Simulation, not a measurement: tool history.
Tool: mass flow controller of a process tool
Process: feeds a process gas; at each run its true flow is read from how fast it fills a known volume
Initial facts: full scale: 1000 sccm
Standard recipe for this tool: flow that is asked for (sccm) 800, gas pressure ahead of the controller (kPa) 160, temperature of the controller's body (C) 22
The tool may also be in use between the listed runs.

run,day,flow that is asked for (sccm),gas pressure ahead of the controller (kPa),temperature of the controller's body (C),true flow (%)
1,0,800,160,22,99.53
2,14.742,800,160,22,99.27
3,24.896,800,160,22,99.32
4,33.325,790,160,22,99.3
5,47.783,790,160,22,99.24
6,56.046,932,150,29,100.32
7,70.55,932,150,23,99.76
8,81.246,932,150,23,99.81
9,96.271,492,181,25,99.08
10,108.875,492,181,25,99.1

Alternative continuations, all from the tool just after run 10; predict every row:
A,118.454,410,160,37,?
B,118.454,492,151,21,?
C,118.454,301,148,29,?

run,true flow (%)
A,100.18
B,98.6
C,99.21
With no hidden state in the tool, these same runs would have given:
run,true flow (%)
A,100.19
B,98.61
C,99.21
